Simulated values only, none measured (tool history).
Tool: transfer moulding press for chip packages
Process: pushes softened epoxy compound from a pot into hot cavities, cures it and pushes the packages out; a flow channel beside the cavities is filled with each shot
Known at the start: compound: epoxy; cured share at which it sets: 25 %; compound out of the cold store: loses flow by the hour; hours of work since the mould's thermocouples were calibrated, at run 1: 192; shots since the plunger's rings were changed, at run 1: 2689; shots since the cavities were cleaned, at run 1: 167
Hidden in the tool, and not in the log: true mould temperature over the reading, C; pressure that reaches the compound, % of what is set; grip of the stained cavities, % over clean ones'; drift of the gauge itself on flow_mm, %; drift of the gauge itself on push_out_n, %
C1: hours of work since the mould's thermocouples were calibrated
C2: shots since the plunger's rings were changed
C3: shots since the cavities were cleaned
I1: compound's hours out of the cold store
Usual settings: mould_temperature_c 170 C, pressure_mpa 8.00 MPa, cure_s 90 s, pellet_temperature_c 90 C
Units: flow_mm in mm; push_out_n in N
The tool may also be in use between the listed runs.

Run 1, day 0.000: usual settings; C1 192; C2 2689; C3 167; I1 44.0. Result: flow_mm 572 mm, push_out_n 238 N.
Run 2, day 1.346: usual settings; C1 214; C2 3092; C3 570; I1 21.1. Result: flow_mm 661 mm, push_out_n 287 N.
At day 1.825: plunger's sealing rings changed.
At day 3.000: cavities cleaned with cleaning compound and waxed.
Run 3, day 3.000: usual settings; C1 239; C2 333; C3 0; I1 32.8. Result: flow_mm 632 mm, push_out_n 182 N.
Run 4, day 4.338: usual settings; C1 261; C2 733; C3 400; I1 35.1. Result: flow_mm 621 mm, push_out_n 275 N.
Run 5, day 5.142: usual settings; C1 275; C2 973; C3 640; I1 16.3. Result: flow_mm 700 mm, push_out_n 301 N.
Run 6, day 6.058: usual settings; C1 290; C2 1248; C3 915; I1 9.6. Result: flow_mm 725 mm, push_out_n 320 N.
At day 6.458: cavities cleaned with cleaning compound and waxed.
Run 7, day 7.688: usual settings; C1 316; C2 1717; C3 368; I1 36.3. Result: flow_mm 609 mm, push_out_n 260 N.
Run 8, day 8.725: usual settings but mould_temperature_c 178 C; C1 334; C2 2027; C3 678; I1 32.3. Result: flow_mm 606 mm, push_out_n 266 N.
At day 9.550: mould's thermocouples calibrated.
At day 10.029: cavities cleaned with cleaning compound and waxed.
Run 9, day 10.496: usual settings but mould_temperature_c 178 C; C1 15; C2 2514; C3 140; I1 16.2. Result: flow_mm 664 mm, push_out_n 199 N.
Run 10, day 11.192: usual settings but mould_temperature_c 178 C; C1 26; C2 2722; C3 348; I1 19.8. Result: flow_mm 652 mm, push_out_n 231 N.
Run 11, day 12.258: usual settings but mould_temperature_c 178 C, pressure_mpa 8.19 MPa; C1 44; C2 3041; C3 667; I1 25.2. Result: flow_mm 627 mm, push_out_n 279 N.
At day 12.929: plunger's sealing rings changed.
Run 12, day 13.288: usual settings but mould_temperature_c 178 C, pressure_mpa 7.97 MPa; C1 60; C2 108; C3 944; I1 33.7. Result: flow_mm 608 mm, push_out_n 288 N.
At day 13.575: cavities cleaned with cleaning compound and waxed.
Run 13, day 15.062: usual settings but pellet_temperature_c 92 C; C1 88; C2 620; C3 445; I1 20.7. Result: flow_mm 680 mm, push_out_n 283 N.
Run 14, day 16.329: usual settings but pellet_temperature_c 92 C; C1 109; C2 1000; C3 825; I1 24.8. Result: flow_mm 655 mm, push_out_n 309 N.
At day 17.062: cavities cleaned with cleaning compound and waxed.
Run 15, day 17.508: usual settings but pressure_mpa 9.13 MPa, cure_s 84 s; C1 128; C2 1333; C3 133; I1 41.0. Result: flow_mm 630 mm, push_out_n 232 N.
Run 16, day 18.342: usual settings but pressure_mpa 9.13 MPa, cure_s 84 s; C1 142; C2 1582; C3 382; I1 18.3. Result: flow_mm 730 mm, push_out_n 285 N.
Run 17, day 19.333: usual settings but mould_temperature_c 162 C, cure_s 121 s; C1 158; C2 1880; C3 680; I1 45.4. Result: flow_mm 597 mm, push_out_n 289 N.
At day 20.512: cavities cleaned with cleaning compound and waxed.
Run 18, day 20.579: usual settings but mould_temperature_c 162 C, cure_s 121 s; C1 178; C2 2234; C3 20; I1 18.6. Result: flow_mm 706 mm, push_out_n 197 N.
Run 19, day 21.700: usual settings but cure_s 108 s; C1 197; C2 2569; C3 355; I1 47.4. Result: flow_mm 560 mm, push_out_n 240 N.
Run 20, day 22.571: usual settings but mould_temperature_c 175 C, cure_s 108 s, pellet_temperature_c 95 C; C1 211; C2 2830; C3 616; I1 35.2. Result: flow_mm 589 mm, push_out_n 268 N.
Run 21, day 23.288: usual settings but mould_temperature_c 175 C, cure_s 108 s, pellet_temperature_c 95 C; C1 223; C2 3044; C3 830; I1 32.7. Result: flow_mm 597 mm, push_out_n 273 N.

Forecast run 22:
At day 23.917: plunger's sealing rings changed.
At day 24.138: cavities cleaned with cleaning compound and waxed.
Run 22, day 24.217: usual settings but mould_temperature_c 177 C, pressure_mpa 8.77 MPa, cure_s 76 s, pellet_temperature_c 97 C; C1 236; C2 70; C3 22; I1 46.7. Result: flow_mm ?, push_out_n ?.

Run 22 gave flow_mm 588 mm, push_out_n 186 N.
Without the tool's hidden state the same run would have given flow_mm 591 mm, push_out_n 179 N.
